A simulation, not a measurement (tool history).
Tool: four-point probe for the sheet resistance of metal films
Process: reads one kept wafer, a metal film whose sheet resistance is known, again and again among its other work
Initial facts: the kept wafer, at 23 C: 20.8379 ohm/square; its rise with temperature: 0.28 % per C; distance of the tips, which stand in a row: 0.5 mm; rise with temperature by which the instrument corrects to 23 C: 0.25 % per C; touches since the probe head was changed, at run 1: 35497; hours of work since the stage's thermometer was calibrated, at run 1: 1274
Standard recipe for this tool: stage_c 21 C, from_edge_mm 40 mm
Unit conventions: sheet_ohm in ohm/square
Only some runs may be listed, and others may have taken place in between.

run	hour	stage_c	from_edge_mm	touches since the probe head was changed	hours of work since the stage's thermometer was calibrated	sheet_ohm
1	0.0	21	40	35497	1274	20.913416
2	25.9	21	40	36837	1295	20.907969
3	53.3	21	40	38259	1317	20.909594
4	70.0	18	40	39121	1330	20.895510
5	98.9	18	40	40619	1353	20.895145
6	136.8	18	40	42586	1384	20.900352
7	166.7	21	40	44134	1408	20.924171
8	191.3	21	40	45409	1427	20.928212
9	222.6	21	75	47032	1452	20.938527
10	240.8	21	75	47971	1467	20.925467
11	267.4	33	75	49349	1488	21.006843
12	299.8	21	10	51031	1514	20.971073
13	320.9	32	40	52122	1531	21.018897
14	352.5	21	67	53760	1556	20.951426
15	387.0	21	67	55547	1583	20.944912
16	426.7	21	21	57607	1615	20.966011
17	459.3	21	21	59292	1641	20.965923
18	478.1	21	21	60266	1656	20.966447
# hour 495.8: stage's thermometer calibrated
19	516.5	21	6	62231	17	21.018676
20	539.8	21	6	63439	35	21.016830
21	574.3	21	6	65227	63	21.021149
22	598.2	21	6	66464	82	21.026634
23	637.8	21	40	68516	113	20.953230
24	677.4	24	40	70567	145	20.976441
25	697.5	24	40	71611	161	20.980187
26	732.5	21	40	73422	189	20.964058
27	748.8	31	38	74268	202	21.042098
28	778.1	31	21	75787	225	21.043128
29	805.4	26	26	77202	247	21.006414
30	834.9	27	6	78728	271	21.092722
31	860.7	26	40	80063	291	21.013717
32	882.2	22	40	81178	309	20.990748
33	904.5	18	22	82332	326	20.970976
34	922.0	20	40	83239	340	20.985218
35	953.5	19	33	84875	365	20.973473
36	993.1	35	31	86926	397	21.091186
37	1011.0	35	31	87851	411	21.086412
38	1028.7	28	4	88770	426	21.218318
39	1063.3	28	8	90560	453	21.100925
40	1098.5	35	40	92384	481	21.107833
41	1117.9	18	21	93391	497	20.994953
42	1147.5	30	15	94922	520	21.090310
43	1185.9	26	5	96913	551	21.171043
44	1209.5	26	5	98136	570	21.166514
45	1241.3	26	5	99783	595	21.173713
46	1266.7	21	6	101100	616	21.107764

Consider 3 possible next runs. They are alternatives, not a sequence: every one starts from the tool as it was left by run 46. What does each give?
A	1297.7	23	40	102707	640	?
B	1297.7	27	27	102707	640	?
C	1297.7	21	4	102707	640	?

run	sheet_ohm
A	21.050983
B	21.084131
C	21.203283
Without the tool's unlogged condition, the same runs would have read:
run	sheet_ohm
A	20.839978
B	20.872967
C	20.990788
